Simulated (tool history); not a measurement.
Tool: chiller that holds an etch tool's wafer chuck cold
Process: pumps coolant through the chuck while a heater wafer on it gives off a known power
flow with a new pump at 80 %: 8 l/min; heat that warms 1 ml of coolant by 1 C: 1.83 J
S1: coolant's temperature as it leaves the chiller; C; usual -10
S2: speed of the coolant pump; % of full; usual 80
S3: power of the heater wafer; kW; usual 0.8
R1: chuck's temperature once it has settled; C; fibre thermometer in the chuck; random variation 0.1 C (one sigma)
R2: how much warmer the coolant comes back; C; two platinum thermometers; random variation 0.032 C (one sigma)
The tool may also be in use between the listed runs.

Run 1, hour 0: usual settings. Result: R1 1.6 C, R2 3.3 C.
Run 2, hour 60.4: usual settings but S1 -3 C. Result: R1 8.7 C, R2 3.3 C.
Run 3, hour 125.4: usual settings but S1 -3 C. Result: R1 8.6 C, R2 3.31 C.
Run 4, hour 190.2: usual settings but S1 -3 C. Result: R1 8.5 C, R2 3.29 C.
At hour 219.2: chiller's thermometer calibrated.
Run 5, hour 226.2: usual settings but S1 -3 C. Result: R1 8.4 C, R2 3.23 C.
Run 6, hour 275.2: usual settings but S1 -3 C, S3 0.544 kW. Result: R1 4.7 C, R2 2.27 C.
Run 7, hour 340.8: usual settings but S1 -3 C, S3 0.544 kW. Result: R1 4.8 C, R2 2.27 C.
Run 8, hour 371.5: usual settings but S1 -3 C, S3 0.544 kW. Result: R1 4.8 C, R2 2.29 C.
Run 9, hour 434.3: usual settings but S1 -3 C, S3 0.544 kW. Result: R1 4.8 C, R2 2.27 C.
Run 10, hour 472.8: usual settings but S1 -11 C. Result: R1 0.6 C, R2 3.36 C.
Run 11, hour 523.9: usual settings but S1 -11 C. Result: R1 0.7 C, R2 3.31 C.
Run 12, hour 589: usual settings but S1 -11 C. Result: R1 0.6 C, R2 3.32 C.
Run 13, hour 630.9: usual settings. Result: R1 1.8 C, R2 3.34 C.
Run 14, hour 686: usual settings but S1 -8 C. Result: R1 3.8 C, R2 3.27 C.
Run 15, hour 718.2: usual settings but S2 77 % of full. Result: R1 2 C, R2 3.47 C.
Run 16, hour 774: usual settings but S2 77 % of full. Result: R1 1.8 C, R2 3.43 C.
Run 17, hour 823.4: usual settings but S2 82 % of full. Result: R1 1.7 C, R2 3.2 C.
Run 18, hour 880.3: usual settings but S1 -8 C, S3 0.444 kW. Result: R1 -1.6 C, R2 1.81 C.
Run 19, hour 946.7: usual settings but S1 -8 C, S2 65 % of full, S3 0.488 kW. Result: R1 0.4 C, R2 2.47 C.
Run 20, hour 1003.7: usual settings but S1 -8 C, S2 65 % of full, S3 0.488 kW. Result: R1 0.1 C, R2 2.53 C.
Run 21, hour 1054.8: usual settings but S1 -8 C, S2 71 % of full. Result: R1 4.8 C, R2 3.79 C.
Run 22, hour 1110.4: usual settings but S3 0.785 kW. Result: R1 1.9 C, R2 3.28 C.
Run 23, hour 1165.2: usual settings but S3 0.785 kW. Result: R1 1.7 C, R2 3.27 C.
Run 24, hour 1208: usual settings but S3 0.785 kW. Result: R1 1.8 C, R2 3.27 C.
Run 25, hour 1240.1: usual settings but S3 0.785 kW. Result: R1 1.8 C, R2 3.29 C.
Run 26, hour 1301.9: usual settings but S1 -12 C, S2 92 % of full, S3 0.474 kW. Result: R1 -5.4 C, R2 1.77 C.
Run 27, hour 1336.8: usual settings but S1 -2 C, S2 89 % of full, S3 0.785 kW. Result: R1 9.3 C, R2 2.93 C.
Run 28, hour 1376.6: usual settings but S1 -9 C, S2 100 % of full, S3 0.929 kW. Result: R1 3.3 C, R2 3.13 C.
Run 29, hour 1431.6: usual settings but S1 -9 C, S2 100 % of full, S3 0.929 kW. Result: R1 3.4 C, R2 3.09 C.
Run 30, hour 1499.2: usual settings but S1 -17 C, S2 88 % of full, S3 0.929 kW. Result: R1 -3.7 C, R2 3.56 C.
Run 31, hour 1550: usual settings but S2 82 % of full, S3 1.03 kW. Result: R1 5.3 C, R2 4.22 C.

3 ways to go on from here, each from the tool as it stands after run 31. What would each give?
Run A, hour 1610.8: usual settings but S1 -19 C, S2 81 % of full, S3 1.03 kW. Result: R1 ?, R2 ?.
Run B, hour 1610.8: usual settings but S2 95 % of full. Result: R1 ?, R2 ?.
Run C, hour 1610.8: usual settings but S1 -4 C, S3 0.741 kW. Result: R1 ?, R2 ?.

run    R1    R2
  A  -3.3  4.33
  B     1   2.8
  C   7.3   3.1
Without the tool's hidden state the same runs would have given:
run    R1    R2
  A  -5.4  4.21
  B  -0.6  2.72
  C   5.8  3.02
